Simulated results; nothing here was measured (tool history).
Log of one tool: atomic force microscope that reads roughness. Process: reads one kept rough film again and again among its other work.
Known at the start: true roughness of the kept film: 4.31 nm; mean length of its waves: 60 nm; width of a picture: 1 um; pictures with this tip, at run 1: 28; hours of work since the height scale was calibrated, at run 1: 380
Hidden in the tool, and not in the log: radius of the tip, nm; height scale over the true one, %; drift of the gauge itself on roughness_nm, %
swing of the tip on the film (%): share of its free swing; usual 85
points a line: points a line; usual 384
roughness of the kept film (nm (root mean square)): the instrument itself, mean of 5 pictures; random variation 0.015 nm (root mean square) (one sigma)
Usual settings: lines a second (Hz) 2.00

| run | hour | lines a second (Hz) | swing of the tip on the film (%) | points a line | pictures with this tip | hours of work since the height scale was calibrated | roughness of the kept film (nm (root mean square)) |
|---|---|---|---|---|---|---|---|
| 1 | 0.0 | 2.00 | 85 | 384 | 28 | 380 | 3.488 |
|  | 23.0 | new tip fitted |
| 2 | 46.2 | 2.58 | 85 | 384 | 51 | 410 | 3.259 |
|  | 58.3 | new tip fitted |
|  | 92.4 | new tip fitted |
| 3 | 115.9 | 2.00 | 85 | 384 | 51 | 455 | 3.434 |
|  | 129.6 | new tip fitted |
|  | 166.5 | new tip fitted |
| 4 | 166.5 | 2.00 | 85 | 384 | 0 | 487 | 3.539 |
|  | 202.9 | new tip fitted |
| 5 | 234.4 | 2.00 | 85 | 384 | 69 | 531 | 3.407 |
|  | 241.5 | new tip fitted |
|  | 276.6 | new tip fitted |
| 6 | 309.1 | 2.00 | 85 | 384 | 71 | 579 | 3.389 |
|  | 313.0 | new tip fitted |
| 7 | 339.7 | 2.00 | 88 | 384 | 58 | 599 | 3.335 |
|  | 350.3 | new tip fitted |
| 8 | 377.2 | 0.87 | 85 | 384 | 58 | 623 | 3.737 |
|  | 384.5 | new tip fitted |
| 9 | 417.5 | 2.00 | 85 | 881 | 72 | 649 | 3.367 |
|  | 422.8 | new tip fitted |
|  | 457.4 | new tip fitted |
| 10 | 471.8 | 2.00 | 85 | 881 | 31 | 684 | 3.449 |
|  | 492.2 | new tip fitted |
|  | 527.8 | new tip fitted |
| 11 | 544.7 | 2.00 | 85 | 881 | 37 | 731 | 3.434 |
|  | 564.8 | new tip fitted |
|  | 600.0 | new tip fitted |
| 12 | 615.7 | 2.00 | 85 | 881 | 35 | 777 | 3.459 |
|  | 634.6 | new tip fitted |
| 13 | 666.5 | 2.00 | 85 | 881 | 69 | 809 | 3.392 |
|  | 673.6 | new tip fitted |
|  | 709.9 | new tip fitted |
| 14 | 716.2 | 2.00 | 85 | 384 | 13 | 841 | 3.540 |
|  | 744.6 | new tip fitted |
| 15 | 766.6 | 2.00 | 85 | 384 | 48 | 874 | 3.436 |
|  | 780.3 | new tip fitted |
|  | 818.5 | new tip fitted |
| 16 | 839.8 | 3.25 | 85 | 384 | 46 | 921 | 3.161 |
|  | 856.1 | new tip fitted |
|  | 890.5 | new tip fitted |
| 17 | 900.2 | 3.25 | 85 | 384 | 21 | 960 | 3.190 |
|  | 906.6 | height scale calibrated on a step standard |
|  | 927.7 | new tip fitted |
| 18 | 957.8 | 3.25 | 85 | 384 | 65 | 33 | 3.089 |
|  | 964.8 | new tip fitted |
|  | 1004.8 | new tip fitted |
| 19 | 1009.3 | 3.25 | 85 | 384 | 10 | 66 | 3.211 |
|  | 1025.2 | height scale calibrated on a step standard, once more |
|  | 1043.9 | new tip fitted |
| 20 | 1072.7 | 2.00 | 66 | 384 | 62 | 31 | 3.749 |
|  | 1083.9 | new tip fitted |
| 21 | 1105.3 | 2.00 | 85 | 384 | 46 | 52 | 3.441 |
|  | 1124.4 | new tip fitted |
| 22 | 1136.6 | 2.00 | 85 | 382 | 27 | 72 | 3.456 |
|  | 1159.1 | new tip fitted |
|  | 1194.7 | new tip fitted |
| 23 | 1202.8 | 2.00 | 73 | 756 | 17 | 114 | 3.769 |
|  | 1233.1 | new tip fitted |
|  | 1270.1 | new tip fitted |
| 24 | 1276.2 | 1.19 | 73 | 339 | 13 | 162 | 3.900 |
|  | 1306.3 | new tip fitted |
| 25 | 1308.0 | 1.19 | 73 | 339 | 3 | 182 | 3.903 |
|  | 1343.4 | new tip fitted |
| 26 | 1369.2 | 0.87 | 62 | 734 | 56 | 222 | 3.925 |
|  | 1379.8 | new tip fitted |
|  | 1417.7 | new tip fitted |
| 27 | 1421.8 | 0.75 | 89 | 384 | 9 | 255 | 3.833 |
|  | 1453.5 | new tip fitted |
| 28 | 1461.2 | 0.61 | 68 | 490 | 17 | 281 | 4.031 |
|  | 1493.9 | new tip fitted |
| 29 | 1516.3 | 0.61 | 68 | 490 | 48 | 316 | 3.962 |
|  | 1528.3 | new tip fitted |
|  | 1567.1 | new tip fitted |
| 30 | 1590.9 | 2.00 | 67 | 530 | 52 | 364 | 3.771 |
|  | 1603.4 | new tip fitted |
| 31 | 1625.8 | 2.25 | 85 | 492 | 49 | 387 | 3.333 |
|  | 1642.2 | new tip fitted |
| 32 | 1672.9 | 2.25 | 85 | 492 | 67 | 417 | 3.310 |
|  | 1678.8 | new tip fitted |
| 33 | 1712.4 | 2.25 | 85 | 492 | 72 | 443 | 3.321 |
|  | 1718.5 | new tip fitted |
|  | 1754.7 | new tip fitted |
| 34 | 1777.3 | 0.73 | 87 | 492 | 49 | 485 | 3.762 |
|  | 1791.7 | new tip fitted |
| 35 | 1819.2 | 0.92 | 76 | 380 | 60 | 511 | 3.820 |
|  | 1828.3 | new tip fitted |
|  | 1866.0 | new tip fitted |
| 36 | 1883.7 | 2.80 | 85 | 384 | 38 | 553 | 3.251 |
|  | 1904.5 | new tip fitted |
| 37 | 1916.3 | 2.80 | 85 | 384 | 26 | 574 | 3.279 |
|  | 1942.3 | new tip fitted |
|  | 1978.0 | new tip fitted |
| 38 | 1987.1 | 2.60 | 69 | 755 | 20 | 620 | 3.772 |
|  | 2012.9 | new tip fitted |
| 39 | 2046.0 | 1.25 | 69 | 755 | 72 | 658 | 3.825 |
|  | 2050.1 | new tip fitted |
|  | 2086.7 | new tip fitted |
| 40 | 2098.9 | 1.25 | 69 | 755 | 27 | 692 | 3.903 |
|  | 2120.7 | new tip fitted |
|  | 2155.2 | new tip fitted |
| 41 | 2155.2 | 1.25 | 69 | 610 | 0 | 728 | 3.988 |
| 42 | 2186.5 | 1.25 | 69 | 456 | 68 | 748 | 3.809 |
|  | 2190.9 | new tip fitted |
| 43 | 2220.9 | 2.00 | 83 | 384 | 65 | 770 | 3.438 |

Forecast each of these 4 alternatives for the next run:
|  | 2226.6 | new tip fitted |
|  | 2263.1 | new tip fitted |
| A | 2267.6 | 2.37 | 62 | 338 | 9 | 800 | ? |
|  | 2226.6 | new tip fitted |
|  | 2263.1 | new tip fitted |
| B | 2267.6 | 0.68 | 83 | 439 | 9 | 800 | ? |
|  | 2226.6 | new tip fitted |
|  | 2263.1 | new tip fitted |
| C | 2267.6 | 1.79 | 88 | 384 | 9 | 800 | ? |
|  | 2226.6 | new tip fitted |
|  | 2263.1 | new tip fitted |
| D | 2267.6 | 2.00 | 89 | 553 | 9 | 800 | ? |

| run | roughness of the kept film (nm (root mean square)) |
|---|---|
| A | 3.919 |
| B | 3.957 |
| C | 3.522 |
| D | 3.433 |
Without the tool's hidden state the same runs would have given:
| run | roughness of the kept film (nm (root mean square)) |
|---|---|
| A | 3.927 |
| B | 3.965 |
| C | 3.530 |
| D | 3.440 |

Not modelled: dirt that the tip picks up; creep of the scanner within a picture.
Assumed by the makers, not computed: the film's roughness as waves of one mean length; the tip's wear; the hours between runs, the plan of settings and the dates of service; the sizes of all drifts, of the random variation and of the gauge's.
